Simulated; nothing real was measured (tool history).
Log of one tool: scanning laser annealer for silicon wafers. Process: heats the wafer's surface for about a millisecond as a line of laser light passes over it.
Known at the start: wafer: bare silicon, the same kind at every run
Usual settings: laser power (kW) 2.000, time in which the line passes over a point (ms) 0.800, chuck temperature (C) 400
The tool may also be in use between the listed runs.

run,day,laser power (kW),time in which the line passes over a point (ms),chuck temperature (C),highest temperature of the surface (C)
1,0.000,2.000,0.800,400,1181
2,1.088,2.000,0.800,400,1178
3,1.688,2.000,0.800,400,1176
4,2.304,2.000,0.800,400,1177
5,3.183,2.000,0.800,400,1176
6,4.162,2.000,0.800,400,1177
7,4.758,2.000,0.800,400,1174
8,5.521,2.000,0.606,400,1061
9,6.146,2.000,0.606,400,1055
10,6.612,2.000,0.606,400,1058
11,7.367,2.000,0.932,400,1238
12,8.392,2.000,0.800,400,1167
13,8.967,2.000,0.800,413,1182
# day 9.562: optics aligned, line set to its width
14,10.038,1.832,0.800,400,1105
15,10.900,1.832,0.785,400,1094
16,11.838,1.832,0.785,400,1097
17,12.383,1.832,0.785,400,1097
# day 12.608: laser's power meter calibrated
18,13.154,1.751,0.800,400,1067
19,14.146,2.000,0.800,400,1170
20,15.000,2.000,0.800,433,1206
21,15.746,2.000,0.800,400,1171
22,16.850,1.930,0.800,389,1127
23,17.896,1.930,0.800,389,1123
24,18.592,1.798,0.999,400,1169
25,19.075,1.798,0.999,400,1169
# day 19.467: laser's power meter calibrated, once more
26,19.858,2.143,0.794,430,1257
27,20.483,1.783,0.800,409,1083
28,21.388,1.987,0.795,393,1153
29,22.471,2.046,0.807,393,1187
30,23.238,2.046,0.807,393,1180
31,23.912,2.046,0.807,393,1183
32,24.800,1.837,0.674,365,992
# day 24.942: window over the wafer cleaned
33,25.521,1.837,0.674,365,1033
34,26.125,1.837,0.674,365,1032
35,27.167,1.715,0.891,437,1156
36,27.662,2.022,0.800,400,1220
37,28.475,2.022,0.800,400,1212
38,29.275,2.000,0.985,400,1304
39,30.367,2.000,0.573,400,1062
40,31.092,2.000,0.573,400,1063
41,31.842,1.907,0.625,410,1070
42,32.458,1.907,0.625,410,1071

Hidden state or all else? Some run-to-run changes of highest temperature of the surface (C), split into what the settings, what came in and random variation would give without the hidden state, and what is left for the hidden state (with any gauge scatter that isn't in both results):
The hidden state here: light that passes the window, % of a clean one's; laser's true power over the reading, %; width of the line over the set one, %; drift of the gauge itself on peak_c, C.
Run 10 -> 11: time in which the line passes over a point (ms) 0.606 -> 0.932. highest temperature of the surface (C) +180: hidden state -14, all else +194.
Run 13 -> 14: laser power (kW) 2.000 -> 1.832, chuck temperature (C) 413 -> 400, optics aligned, line set to its width. highest temperature of the surface (C) -77: hidden state +17, all else -94.
Run 31 -> 32: laser power (kW) 2.046 -> 1.837, time in which the line passes over a point (ms) 0.807 -> 0.674, chuck temperature (C) 393 -> 365. highest temperature of the surface (C) -191: hidden state +10, all else -201.
Run 32 -> 33: window over the wafer cleaned. highest temperature of the surface (C) +41: hidden state +39, all else +2.
Run 38 -> 39: time in which the line passes over a point (ms) 0.985 -> 0.573. highest temperature of the surface (C) -242: hidden state +2, all else -244.
